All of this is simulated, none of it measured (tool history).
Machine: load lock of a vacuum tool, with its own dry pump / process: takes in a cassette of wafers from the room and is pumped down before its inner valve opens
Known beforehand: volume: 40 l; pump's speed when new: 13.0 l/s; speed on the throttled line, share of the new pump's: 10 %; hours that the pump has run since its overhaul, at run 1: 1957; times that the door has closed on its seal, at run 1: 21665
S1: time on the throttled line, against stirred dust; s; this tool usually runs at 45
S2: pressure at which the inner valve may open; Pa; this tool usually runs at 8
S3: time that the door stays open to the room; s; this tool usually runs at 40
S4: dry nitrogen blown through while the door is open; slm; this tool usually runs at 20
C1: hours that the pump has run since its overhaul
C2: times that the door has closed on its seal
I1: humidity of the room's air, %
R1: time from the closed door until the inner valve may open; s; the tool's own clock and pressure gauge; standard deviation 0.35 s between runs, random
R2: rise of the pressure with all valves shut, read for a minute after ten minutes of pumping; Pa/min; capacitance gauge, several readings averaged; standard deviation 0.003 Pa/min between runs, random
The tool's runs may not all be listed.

run	hour	S1	S2	S3	S4	C1	C2	I1	R1	R2
1	0	45	8	40	20	1957	21665	44.8	70.1	0.122
2	57.1	45	8	125	20	2015	21847	44.6	70.9	0.138
3	111.1	45	8	125	20	2068	22018	46.5	70.9	0.152
4	171.9	45	8	125	20	2129	22211	46.8	70.5	0.142
5	237.4	45	8	40	20	2195	22419	45.2	71.2	0.126
6	343.3	45	7	40	20	2301	22756	42.5	71	0.123
7	423.7	45	7	40	20	2381	23011	46.4	70.8	0.136
8	535.1	47	8	153	13	2493	23365	46.4	72.9	0.164
9	602	47	8	29	13	2559	23578	42.8	72.4	0.132
10	666.9	83	8	40	14	2624	23784	46	104.7	0.147

Forecast each of these 5 alternatives for the next run:
A	722.1	30	8	40	14	2679	23960	46.2	?	?
B	722.1	82	8	40	6	2679	23960	43.3	?	?
C	722.1	83	8	153	14	2679	23960	43.8	?	?
D	722.1	83	8	169	14	2679	23960	48.2	?	?
E	722.1	57	8	40	20	2679	23960	42.8	?	?

run	R1	R2
A	58	0.144
B	103.9	0.143
C	104.5	0.163
D	104.8	0.174
E	81.6	0.134
With the hidden condition removed and each run's random variation left untouched, the same runs would have given:
run	R1	R2
A	56.7	0.038
B	103	0.039
C	103.6	0.058
D	103.8	0.068
E	80.5	0.03

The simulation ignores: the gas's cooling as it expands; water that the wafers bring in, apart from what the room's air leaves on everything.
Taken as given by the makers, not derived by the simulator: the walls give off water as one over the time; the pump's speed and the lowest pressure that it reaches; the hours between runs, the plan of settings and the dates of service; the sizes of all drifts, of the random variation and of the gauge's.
